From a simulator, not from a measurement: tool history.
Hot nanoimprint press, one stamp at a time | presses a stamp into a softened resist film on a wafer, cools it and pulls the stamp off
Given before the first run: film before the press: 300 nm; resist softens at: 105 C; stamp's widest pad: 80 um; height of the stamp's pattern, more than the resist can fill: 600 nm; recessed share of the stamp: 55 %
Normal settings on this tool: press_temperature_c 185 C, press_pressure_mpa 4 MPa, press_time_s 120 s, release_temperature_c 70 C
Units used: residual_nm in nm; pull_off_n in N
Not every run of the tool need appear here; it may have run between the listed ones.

run 1 hour=0 | press_temperature_c=185 press_pressure_mpa=4 press_time_s=120 release_temperature_c=70 | residual_nm=168.4 pull_off_n=183
run 2 hour=25.1 | press_temperature_c=185 press_pressure_mpa=4 press_time_s=238 release_temperature_c=70 | residual_nm=132.6 pull_off_n=184
-- hour=33.4 stamp cleaned and given a new release coat
run 3 hour=50 | press_temperature_c=185 press_pressure_mpa=4 press_time_s=238 release_temperature_c=70 | residual_nm=132.7 pull_off_n=182
run 4 hour=66.3 | press_temperature_c=185 press_pressure_mpa=4 press_time_s=238 release_temperature_c=70 | residual_nm=132.9 pull_off_n=180
run 5 hour=94.8 | press_temperature_c=185 press_pressure_mpa=4 press_time_s=238 release_temperature_c=70 | residual_nm=133.7 pull_off_n=178
-- hour=100.3 plate thermocouple calibrated
run 6 hour=123.6 | press_temperature_c=185 press_pressure_mpa=4 press_time_s=238 release_temperature_c=70 | residual_nm=133.3 pull_off_n=184
-- hour=150.8 stamp cleaned and given a new release coat
run 7 hour=154.8 | press_temperature_c=185 press_pressure_mpa=4 press_time_s=238 release_temperature_c=76 | residual_nm=133.8 pull_off_n=149
run 8 hour=174.8 | press_temperature_c=185 press_pressure_mpa=4 press_time_s=154 release_temperature_c=70 | residual_nm=156.8 pull_off_n=182
run 9 hour=193.5 | press_temperature_c=185 press_pressure_mpa=4 press_time_s=120 release_temperature_c=70 | residual_nm=170.7 pull_off_n=181
run 10 hour=218.3 | press_temperature_c=185 press_pressure_mpa=4 press_time_s=120 release_temperature_c=70 | residual_nm=170.8 pull_off_n=181
run 11 hour=239.1 | press_temperature_c=185 press_pressure_mpa=4 press_time_s=120 release_temperature_c=70 | residual_nm=171.3 pull_off_n=183
run 12 hour=251.1 | press_temperature_c=185 press_pressure_mpa=4 press_time_s=120 release_temperature_c=70 | residual_nm=171.2 pull_off_n=183
-- hour=263.9 stamp cleaned and given a new release coat
run 13 hour=269.8 | press_temperature_c=185 press_pressure_mpa=4 press_time_s=120 release_temperature_c=70 | residual_nm=171.7 pull_off_n=182
run 14 hour=294.8 | press_temperature_c=185 press_pressure_mpa=3.14 press_time_s=120 release_temperature_c=70 | residual_nm=188.2 pull_off_n=182
run 15 hour=311.5 | press_temperature_c=185 press_pressure_mpa=3.14 press_time_s=120 release_temperature_c=70 | residual_nm=188.1 pull_off_n=180
run 16 hour=332 | press_temperature_c=196 press_pressure_mpa=4 press_time_s=120 release_temperature_c=70 | residual_nm=128.2 pull_off_n=181
run 17 hour=353.1 | press_temperature_c=196 press_pressure_mpa=4 press_time_s=120 release_temperature_c=70 | residual_nm=128.3 pull_off_n=184
run 18 hour=365.9 | press_temperature_c=196 press_pressure_mpa=4 press_time_s=120 release_temperature_c=70 | residual_nm=129.1 pull_off_n=182
-- hour=377.6 stamp cleaned and given a new release coat
run 19 hour=384.2 | press_temperature_c=188 press_pressure_mpa=4.47 press_time_s=120 release_temperature_c=70 | residual_nm=152 pull_off_n=183
run 20 hour=397.4 | press_temperature_c=193 press_pressure_mpa=4 press_time_s=120 release_temperature_c=70 | residual_nm=139.9 pull_off_n=183
-- hour=402.4 gauge calibrated
run 21 hour=419.4 | press_temperature_c=185 press_pressure_mpa=4 press_time_s=202 release_temperature_c=70 | residual_nm=140.8 pull_off_n=180
run 22 hour=433.2 | press_temperature_c=185 press_pressure_mpa=4 press_time_s=202 release_temperature_c=70 | residual_nm=141 pull_off_n=187
run 23 hour=450 | press_temperature_c=179 press_pressure_mpa=3.97 press_time_s=155 release_temperature_c=57 | residual_nm=182.6 pull_off_n=256
run 24 hour=462.4 | press_temperature_c=189 press_pressure_mpa=6.29 press_time_s=90 release_temperature_c=70 | residual_nm=138.3 pull_off_n=181
-- hour=490.9 stamp cleaned and given a new release coat
run 25 hour=494.9 | press_temperature_c=179 press_pressure_mpa=4.52 press_time_s=110 release_temperature_c=70 | residual_nm=192.7 pull_off_n=178
-- hour=510.1 plate thermocouple calibrated
run 26 hour=520.1 | press_temperature_c=191 press_pressure_mpa=4.52 press_time_s=71 release_temperature_c=70 | residual_nm=165 pull_off_n=181
run 27 hour=544.4 | press_temperature_c=173 press_pressure_mpa=4.52 press_time_s=210 release_temperature_c=70 | residual_nm=188.2 pull_off_n=182
run 28 hour=567.3 | press_temperature_c=185 press_pressure_mpa=5.54 press_time_s=120 release_temperature_c=70 | residual_nm=149 pull_off_n=182

Here are 5 independent what-if runs from the current tool condition. What would each one return?
run A hour=584.5 | press_temperature_c=185 press_pressure_mpa=3.09 press_time_s=188 release_temperature_c=71 | residual_nm=? pull_off_n=?
run B hour=584.5 | press_temperature_c=185 press_pressure_mpa=4.92 press_time_s=187 release_temperature_c=70 | residual_nm=? pull_off_n=?
run C hour=584.5 | press_temperature_c=185 press_pressure_mpa=3.49 press_time_s=216 release_temperature_c=66 | residual_nm=? pull_off_n=?
run D hour=584.5 | press_temperature_c=188 press_pressure_mpa=5.54 press_time_s=111 release_temperature_c=70 | residual_nm=? pull_off_n=?
run E hour=584.5 | press_temperature_c=192 press_pressure_mpa=4 press_time_s=203 release_temperature_c=70 | residual_nm=? pull_off_n=?

run=A residual_nm=162.8 pull_off_n=177
run=B residual_nm=133.3 pull_off_n=179
run=C residual_nm=148 pull_off_n=200
run=D residual_nm=140.6 pull_off_n=180
run=E residual_nm=116.2 pull_off_n=182
With the hidden condition removed and each run's random variation left untouched, the same runs would have given:
run=A residual_nm=160.9 pull_off_n=177
run=B residual_nm=131.6 pull_off_n=178
run=C residual_nm=146.2 pull_off_n=200
run=D residual_nm=138.9 pull_off_n=179
run=E residual_nm=114.8 pull_off_n=182
